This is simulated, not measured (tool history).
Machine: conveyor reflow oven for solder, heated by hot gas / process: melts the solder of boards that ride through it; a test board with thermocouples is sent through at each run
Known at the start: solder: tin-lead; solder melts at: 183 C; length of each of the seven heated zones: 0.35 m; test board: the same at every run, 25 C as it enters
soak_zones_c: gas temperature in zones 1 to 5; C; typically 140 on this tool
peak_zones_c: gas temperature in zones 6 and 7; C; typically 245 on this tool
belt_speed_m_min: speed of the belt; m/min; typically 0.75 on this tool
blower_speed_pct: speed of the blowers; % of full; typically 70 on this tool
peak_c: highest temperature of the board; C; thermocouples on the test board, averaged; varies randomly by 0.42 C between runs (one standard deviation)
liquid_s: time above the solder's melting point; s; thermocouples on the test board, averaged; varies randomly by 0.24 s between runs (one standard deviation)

run 1 day=0 | soak_zones_c=140 peak_zones_c=245 belt_speed_m_min=0.75 blower_speed_pct=70 | peak_c=223.3 liquid_s=45.5
run 2 day=0.333 | soak_zones_c=140 peak_zones_c=245 belt_speed_m_min=0.75 blower_speed_pct=70 | peak_c=223.9 liquid_s=45.4
run 3 day=0.6 | soak_zones_c=140 peak_zones_c=245 belt_speed_m_min=0.815 blower_speed_pct=70 | peak_c=221.3 liquid_s=39.7
run 4 day=1.058 | soak_zones_c=140 peak_zones_c=245 belt_speed_m_min=0.815 blower_speed_pct=70 | peak_c=220.6 liquid_s=39.8
run 5 day=1.367 | soak_zones_c=134 peak_zones_c=245 belt_speed_m_min=0.75 blower_speed_pct=70 | peak_c=222.4 liquid_s=43.3
run 6 day=1.754 | soak_zones_c=134 peak_zones_c=245 belt_speed_m_min=0.75 blower_speed_pct=70 | peak_c=223.1 liquid_s=43.3
run 7 day=2.042 | soak_zones_c=134 peak_zones_c=245 belt_speed_m_min=0.75 blower_speed_pct=70 | peak_c=222 liquid_s=43.2
run 8 day=2.358 | soak_zones_c=140 peak_zones_c=245 belt_speed_m_min=0.75 blower_speed_pct=70 | peak_c=223.3 liquid_s=45.4
run 9 day=2.825 | soak_zones_c=140 peak_zones_c=245 belt_speed_m_min=0.75 blower_speed_pct=70 | peak_c=222.6 liquid_s=45.1
run 10 day=3.2 | soak_zones_c=140 peak_zones_c=245 belt_speed_m_min=0.75 blower_speed_pct=70 | peak_c=223 liquid_s=45.8
run 11 day=3.754 | soak_zones_c=140 peak_zones_c=245 belt_speed_m_min=0.75 blower_speed_pct=70 | peak_c=223.2 liquid_s=45.4
run 12 day=4.125 | soak_zones_c=140 peak_zones_c=245 belt_speed_m_min=0.75 blower_speed_pct=70 | peak_c=223.4 liquid_s=45.3
run 13 day=4.488 | soak_zones_c=140 peak_zones_c=245 belt_speed_m_min=0.75 blower_speed_pct=70 | peak_c=223 liquid_s=45.4
run 14 day=5.021 | soak_zones_c=140 peak_zones_c=245 belt_speed_m_min=0.75 blower_speed_pct=70 | peak_c=223.6 liquid_s=45.6
run 15 day=5.579 | soak_zones_c=140 peak_zones_c=245 belt_speed_m_min=0.75 blower_speed_pct=70 | peak_c=223.5 liquid_s=45.3
run 16 day=5.958 | soak_zones_c=140 peak_zones_c=245 belt_speed_m_min=0.75 blower_speed_pct=70 | peak_c=223.6 liquid_s=45.1
run 17 day=6.204 | soak_zones_c=140 peak_zones_c=245 belt_speed_m_min=0.75 blower_speed_pct=70 | peak_c=223.8 liquid_s=45
run 18 day=6.479 | soak_zones_c=152 peak_zones_c=245 belt_speed_m_min=0.704 blower_speed_pct=82 | peak_c=231.1 liquid_s=55.6

For run 19, what comes out?
run 19 day=6.817 | soak_zones_c=139 peak_zones_c=245 belt_speed_m_min=0.745 blower_speed_pct=82 | peak_c=? liquid_s=?

peak_c: 227 C
liquid_s: 47.2 s
Were there no unlogged condition in the tool, this run, its random variation unchanged, would have produced peak_c 227.1 C, liquid_s 47.2 s.

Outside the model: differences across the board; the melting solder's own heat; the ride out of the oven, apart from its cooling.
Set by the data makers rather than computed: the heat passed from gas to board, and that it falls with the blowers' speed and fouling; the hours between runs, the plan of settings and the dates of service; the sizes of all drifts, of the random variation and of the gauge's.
